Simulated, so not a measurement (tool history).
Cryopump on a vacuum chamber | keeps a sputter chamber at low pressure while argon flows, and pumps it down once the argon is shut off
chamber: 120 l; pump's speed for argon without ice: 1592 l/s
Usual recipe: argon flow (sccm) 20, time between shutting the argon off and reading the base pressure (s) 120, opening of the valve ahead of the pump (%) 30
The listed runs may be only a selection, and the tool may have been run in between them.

run    hour  argon flow (sccm)  time between shutting the argon off and reading the base pressure (s)  opening of the valve ahead of the pump (%)  pressure while argon flows (Pa)  pressure after the wait (uPa)
  1       0                 20                                                                    120                                          30                           0.0765                           1.61
  2    41.1                 20                                                                    120                                          30                           0.0774                           1.62
  3      80                 20                                                                    120                                          30                           0.0777                           1.69
  4   125.7                 20                                                                    120                                          30                           0.0792                           1.74
  5   147.6                 20                                                                    120                                          30                           0.0796                            1.8
  6   176.7                 20                                                                    120                                          30                           0.0792                           1.84
      188.3  -- pump warmed up, emptied and cooled again
  7   202.3                 20                                                                     46                                          30                           0.0722                            2.7
  8   244.6                 20                                                                     46                                          30                           0.0719                           2.77
  9   268.9                 36                                                                    120                                          30                           0.1293                           1.59
 10     314                 20                                                                    120                                          30                           0.0726                           1.57
 11   344.8                 20                                                                    120                                          30                           0.0723                           1.66
 12   388.9                 20                                                                    120                                          30                           0.0723                           1.72
 13   426.5                 20                                                                    120                                          30                           0.0725                           1.77
 14   471.8                 20                                                                    120                                          33                           0.0679                           1.84
 15   491.4                 20                                                                     37                                          30                           0.0752                           3.51
 16   537.7                 20                                                                     37                                          22                           0.0998                           3.53
 17   575.6                 13                                                                    120                                          30                           0.0485                           1.96
 18   595.9                 14                                                                    186                                          27                           0.0591                           1.71
 19   628.8                 34                                                                    120                                          44                           0.0921                           1.93
 20   655.7                 19                                                                    191                                          37                           0.0606                           1.82
 21   693.2                 20                                                                    120                                          29                           0.0796                           2.13
 22   739.9                 28                                                                     76                                          49                           0.0719                           2.63
 23   783.1                 14                                                                     76                                          49                           0.0367                           2.68
 24   829.5                 14                                                                    120                                          30                           0.0555                           2.34
        865  -- pump warmed up, emptied and cooled again
 25   874.6                 24                                                                    120                                          17                           0.1493                           1.87
 26   905.3                 24                                                                    120                                          17                           0.1493                           2.01
 27     946                 39                                                                     25                                          28                           0.1501                           4.81
 28   983.2                 39                                                                     25                                          28                           0.1515                           4.96
 29  1012.6                  9                                                                     30                                          48                           0.0204                            4.3
 30  1033.7                 11                                                                     55                                          30                           0.0402                           2.95
 31  1068.2                 36                                                                    163                                          55                            0.074                           1.97
 32  1107.3                 15                                                                     35                                          20                           0.0818                           4.16
 33  1135.9                 27                                                                    102                                          17                           0.1738                           2.39
 34  1163.3                 27                                                                    102                                          17                           0.1736                           2.47

The logged runs with the hidden state left out (each run's random variation unchanged):
What the log doesn't record here: pump's speed, % of a pump's without ice; cold plate's temperature, K; leak into the chamber, uPa l/s; drift of the gauge itself on working_pa, %; drift of the gauge itself on base_upa, %.
run  pressure while argon flows (Pa)  pressure after the wait (uPa)
  1                            0.071                           0.97
  2                           0.0712                           0.93
  3                           0.0708                           0.93
  4                           0.0716                           0.93
  5                           0.0715                           0.96
  6                           0.0706                           0.96
  7                           0.0718                           2.12
  8                           0.0711                           2.14
  9                           0.1274                           0.94
 10                            0.071                           0.89
 11                           0.0704                           0.93
 12                           0.0699                           0.94
 13                           0.0697                           0.95
 14                           0.0645                           0.96
 15                           0.0714                           2.61
 16                           0.0954                           2.58
 17                           0.0453                           0.95
 18                           0.0553                           0.67
 19                           0.0821                           0.87
 20                           0.0546                           0.68
 21                           0.0727                           0.95
 22                           0.0611                           1.39
 23                           0.0307                           1.37
 24                           0.0489                           0.93
 25                           0.1488                           0.92
 26                           0.1483                           0.97
 27                           0.1478                           3.78
 28                           0.1483                           3.85
 29                           0.0196                           3.18
 30                           0.0389                           1.81
 31                           0.0693                           0.75
 32                           0.0794                           2.86
 33                            0.169                           1.09
 34                           0.1684                            1.1
